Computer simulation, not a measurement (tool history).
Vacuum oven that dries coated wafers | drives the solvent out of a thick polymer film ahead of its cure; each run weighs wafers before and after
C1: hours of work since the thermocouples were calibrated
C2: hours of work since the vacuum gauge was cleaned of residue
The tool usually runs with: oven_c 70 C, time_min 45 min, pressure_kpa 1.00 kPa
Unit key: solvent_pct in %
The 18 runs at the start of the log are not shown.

{"run": 19, "hour": 235.4, "oven_c": 82, "time_min": 46, "pressure_kpa": 1.0, "C1": 37, "C2": 517, "solvent_pct": 0.53}
{"run": 20, "hour": 251.1, "oven_c": 82, "time_min": 46, "pressure_kpa": 1.0, "C1": 48, "C2": 528, "solvent_pct": 0.52}
{"run": 21, "hour": 261.5, "oven_c": 62, "time_min": 45, "pressure_kpa": 2.74, "C1": 55, "C2": 535, "solvent_pct": 4.69}
{"run": 22, "hour": 273.4, "oven_c": 62, "time_min": 62, "pressure_kpa": 2.74, "C1": 64, "C2": 544, "solvent_pct": 3.69}
{"run": 23, "hour": 285.6, "oven_c": 62, "time_min": 62, "pressure_kpa": 2.74, "C1": 72, "C2": 552, "solvent_pct": 3.81}
{"run": 24, "hour": 304.1, "oven_c": 70, "time_min": 44, "pressure_kpa": 1.34, "C1": 85, "C2": 565, "solvent_pct": 1.95}
{"run": 25, "hour": 321.3, "oven_c": 75, "time_min": 45, "pressure_kpa": 1.91, "C1": 97, "C2": 577, "solvent_pct": 1.56}
{"run": 26, "hour": 335.6, "oven_c": 75, "time_min": 45, "pressure_kpa": 1.91, "C1": 107, "C2": 587, "solvent_pct": 1.45}
{"run": 27, "hour": 351.4, "oven_c": 72, "time_min": 45, "pressure_kpa": 1.91, "C1": 118, "C2": 598, "solvent_pct": 2.03}
{"run": 28, "hour": 361.6, "oven_c": 70, "time_min": 45, "pressure_kpa": 3.01, "C1": 125, "C2": 605, "solvent_pct": 2.93}
{"run": 29, "hour": 375.6, "oven_c": 66, "time_min": 45, "pressure_kpa": 1.67, "C1": 135, "C2": 615, "solvent_pct": 2.91}
{"run": 30, "hour": 389.5, "oven_c": 79, "time_min": 45, "pressure_kpa": 1.9, "C1": 144, "C2": 624, "solvent_pct": 1.08}
{"run": 31, "hour": 404.4, "oven_c": 79, "time_min": 46, "pressure_kpa": 0.56, "C1": 155, "C2": 635, "solvent_pct": 0.41}
{"run": 32, "hour": 416.1, "oven_c": 79, "time_min": 46, "pressure_kpa": 0.56, "C1": 163, "C2": 643, "solvent_pct": 0.37}
{"run": 33, "hour": 435.1, "oven_c": 79, "time_min": 46, "pressure_kpa": 3.3, "C1": 176, "C2": 656, "solvent_pct": 1.71}
{"run": 34, "hour": 454.3, "oven_c": 70, "time_min": 77, "pressure_kpa": 1.0, "C1": 189, "C2": 669, "solvent_pct": 0.83}
{"run": 35, "hour": 466.2, "oven_c": 72, "time_min": 24, "pressure_kpa": 1.08, "C1": 197, "C2": 678, "solvent_pct": 3.41}
{"run": 36, "hour": 484.5, "oven_c": 72, "time_min": 24, "pressure_kpa": 1.08, "C1": 210, "C2": 690, "solvent_pct": 3.31}
{"run": 37, "hour": 498.1, "oven_c": 69, "time_min": 45, "pressure_kpa": 1.0, "C1": 220, "C2": 700, "solvent_pct": 1.87}

Alternative continuations, all from the tool just after run 37; predict every row:
{"run": "A", "hour": 506.8, "oven_c": 71, "time_min": 45, "pressure_kpa": 1.0, "C1": 226, "C2": 706, "solvent_pct": "?"}
{"run": "B", "hour": 506.8, "oven_c": 57, "time_min": 32, "pressure_kpa": 0.74, "C1": 226, "C2": 706, "solvent_pct": "?"}
{"run": "C", "hour": 506.8, "oven_c": 70, "time_min": 45, "pressure_kpa": 1.0, "C1": 226, "C2": 706, "solvent_pct": "?"}

run=A solvent_pct=1.48
run=B solvent_pct=6.08
run=C solvent_pct=1.67
Without the tool's hidden state the same runs would have given:
run=A solvent_pct=1.47
run=B solvent_pct=6.06
run=C solvent_pct=1.66
